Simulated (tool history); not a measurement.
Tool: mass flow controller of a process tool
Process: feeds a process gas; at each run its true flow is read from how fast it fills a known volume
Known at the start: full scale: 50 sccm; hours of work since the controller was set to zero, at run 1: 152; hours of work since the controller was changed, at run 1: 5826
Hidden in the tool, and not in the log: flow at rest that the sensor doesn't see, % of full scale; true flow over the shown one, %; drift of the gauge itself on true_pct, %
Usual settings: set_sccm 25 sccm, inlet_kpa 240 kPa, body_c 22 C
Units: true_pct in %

run     hour  set_sccm  inlet_kpa  body_c  hours of work since the controller was set to zero  hours of work since the controller was changed  true_pct
  1        0        25        240      22                                                 152                                            5826    100.78
  2    389.6        25        240      22                                                 439                                            6113    100.57
  3    750.5        25        240      22                                                 705                                            6379    100.55
  4   1089.3        25        240      31                                                 955                                            6629     99.68
  5   1356.5        25        187      31                                                1152                                            6826     99.92
  6   1596.4        41        240      22                                                1329                                            7003    100.88
  7   1771.9        41        240      22                                                1458                                            7132    100.73
  8   2028.3        41        240      22                                                1647                                            7321    100.81
  9   2346.4        41        240      22                                                1882                                            7555    100.57
 10   2579.2        20        240      22                                                2053                                            7727     99.84
 11   2972.1        25        240      22                                                2343                                            8017     99.98
 12     3193        25        240      22                                                2506                                            8180    100.01
 13   3487.8        25        240      31                                                2723                                            8397     99.03
 14   3853.2        25        240      31                                                2992                                            8666     99.02
 15     4194         9        240      31                                                3244                                            8918     96.08
 16   4367.6         9        240      31                                                3372                                            9046     95.94
 17   4603.7         9        240      31                                                3546                                            9220     95.84
 18   4931.8         9        240      31                                                3788                                            9461     95.51
 19   5193.1         9        240      31                                                3980                                            9654     95.28
 20   5500.7         9        240      31                                                4207                                            9881        95
 21   5750.5        25        240      22                                                4391                                           10065     99.46
 22   5935.9        25        240      22                                                4528                                           10202     99.39
 23   6270.4        25        159      22                                                4774                                           10448     99.74
 24   6606.8        25        146      24                                                5022                                           10696     99.46
 25   6865.7         6        142      23                                                5213                                           10887     91.73
 26   7256.7         8        253      22                                                5501                                           11175     93.41
      7380.1  -- controller's zero set anew
 27   7488.8         5        240      22                                                  80                                           11346     85.69
 28   7873.8         5        240      22                                                 364                                           11630     84.85
      8006.8  -- controller's zero set anew, once more
 29     8037        14        201      36                                                  22                                           11750    100.16
 30   8225.3        14        201      36                                                 161                                           11889    100.19
 31   8595.5        25        172      39                                                 434                                           12162    100.22
 32   8908.7        25        140      31                                                 665                                           12392    100.91
 33   9090.5         8        240      25                                                 799                                           12526     99.92
 34   9467.4         8        147      28                                                1077                                           12804     99.57
 35   9766.7         9        170      32                                                1297                                           13025     99.14
 36  10008.3         9        170      32                                                1475                                           13203     99.09
 37  10284.6        25        240      20                                                1679                                           13407    101.08
 38  10470.7        25        240      20                                                1816                                           13544    101.08
 39  10649.8        35        240      30                                                1948                                           13676     100.4
 40  10858.4        35        240      30                                                2102                                           13830    100.52
 41  11024.5         8        145      21                                                2225                                           13952     98.67
 42  11406.4        25        148      22                                                2506                                           14234    100.98
 43  11783.9        25        144      22                                                2784                                           14512    100.96
 44  12066.6        38        263      24                                                2993                                           14720    100.88
 45  12397.3        38        263      24                                                3237                                           14964    100.72

Hidden state at the last listed run before each entry between runs and at the first one after, where it differs:
Between runs 26 and 27: controller's zero set anew (hour 7380.1)
  flow at rest that the sensor doesn't see, % of full scale: -1.248 -> -1.572; true flow over the shown one, %: 1.7 -> 1.72
  measured less the result without the state, true_pct: -6.09 -> -14 %
Between runs 28 and 29: controller's zero set anew, once more (hour 8006.8)
  flow at rest that the sensor doesn't see, % of full scale: -1.635 -> -0.042; true flow over the shown one, %: 1.75 -> 1.77
  measured less the result without the state, true_pct: -14.6 -> +1.62 %
